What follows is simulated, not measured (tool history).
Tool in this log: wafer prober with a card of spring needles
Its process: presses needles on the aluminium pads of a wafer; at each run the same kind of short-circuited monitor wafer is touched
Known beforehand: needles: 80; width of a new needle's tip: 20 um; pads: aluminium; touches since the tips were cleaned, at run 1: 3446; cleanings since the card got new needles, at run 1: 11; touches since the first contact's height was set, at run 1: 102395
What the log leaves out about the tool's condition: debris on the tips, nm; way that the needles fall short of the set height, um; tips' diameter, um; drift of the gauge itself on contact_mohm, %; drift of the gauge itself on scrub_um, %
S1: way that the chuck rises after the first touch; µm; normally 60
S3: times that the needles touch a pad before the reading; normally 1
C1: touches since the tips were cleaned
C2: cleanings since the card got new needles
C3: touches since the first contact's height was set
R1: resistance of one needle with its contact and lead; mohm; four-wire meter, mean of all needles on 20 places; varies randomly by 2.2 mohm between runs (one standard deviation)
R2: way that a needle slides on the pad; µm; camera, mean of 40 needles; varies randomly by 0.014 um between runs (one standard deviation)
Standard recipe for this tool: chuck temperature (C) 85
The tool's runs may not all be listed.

run 1 hour=0.0 | S1=60 chuck_temperature_(C)=85 S3=1 | C1=3446 C2=11 C3=102395 | R1=246 R2=12.61
run 2 hour=7.4 | S1=60 chuck_temperature_(C)=85 S3=1 | C1=6104 C2=11 C3=105053 | R1=246 R2=12.61
-- hour=11.9 tips cleaned on abrasive film
run 3 hour=13.1 | S1=60 chuck_temperature_(C)=85 S3=1 | C1=420 C2=12 C3=107035 | R1=247 R2=12.60
run 4 hour=24.3 | S1=60 chuck_temperature_(C)=85 S3=1 | C1=4441 C2=12 C3=111056 | R1=249 R2=12.59
-- hour=33.0 tips cleaned on abrasive film
run 5 hour=35.4 | S1=60 chuck_temperature_(C)=85 S3=1 | C1=865 C2=13 C3=115000 | R1=249 R2=12.59
run 6 hour=46.4 | S1=60 chuck_temperature_(C)=85 S3=1 | C1=4801 C2=13 C3=118936 | R1=247 R2=12.60
run 7 hour=52.3 | S1=60 chuck_temperature_(C)=85 S3=1 | C1=6917 C2=13 C3=121052 | R1=244 R2=12.59
-- hour=54.5 tips cleaned on abrasive film
run 8 hour=61.1 | S1=60 chuck_temperature_(C)=81 S3=2 | C1=2382 C2=14 C3=124158 | R1=243 R2=12.65
run 9 hour=66.5 | S1=44 chuck_temperature_(C)=119 S3=3 | C1=4319 C2=14 C3=126095 | R1=262 R2=9.26
run 10 hour=73.8 | S1=46 chuck_temperature_(C)=76 S3=2 | C1=6917 C2=14 C3=128693 | R1=248 R2=9.73
-- hour=75.9 tips cleaned on abrasive film
run 11 hour=85.4 | S1=46 chuck_temperature_(C)=76 S3=2 | C1=3390 C2=15 C3=132794 | R1=249 R2=9.71
run 12 hour=94.1 | S1=46 chuck_temperature_(C)=76 S3=2 | C1=6527 C2=15 C3=135931 | R1=251 R2=9.70

Some steps in R2 between neighbouring runs. How much of each would the tool show without its hidden state too (settings, what came in, random variation), and how much is left for the hidden state, with any gauge scatter that isn't in both results?
Run 2 -> 3: tips cleaned on abrasive film. R2 -0.01 µm: hidden state +0.01, all else -0.02.
Run 8 -> 9: S1 60 -> 44, chuck temperature (C) 81 -> 119, S3 2 -> 3. R2 -3.39 µm: hidden state -0.01, all else -3.38.

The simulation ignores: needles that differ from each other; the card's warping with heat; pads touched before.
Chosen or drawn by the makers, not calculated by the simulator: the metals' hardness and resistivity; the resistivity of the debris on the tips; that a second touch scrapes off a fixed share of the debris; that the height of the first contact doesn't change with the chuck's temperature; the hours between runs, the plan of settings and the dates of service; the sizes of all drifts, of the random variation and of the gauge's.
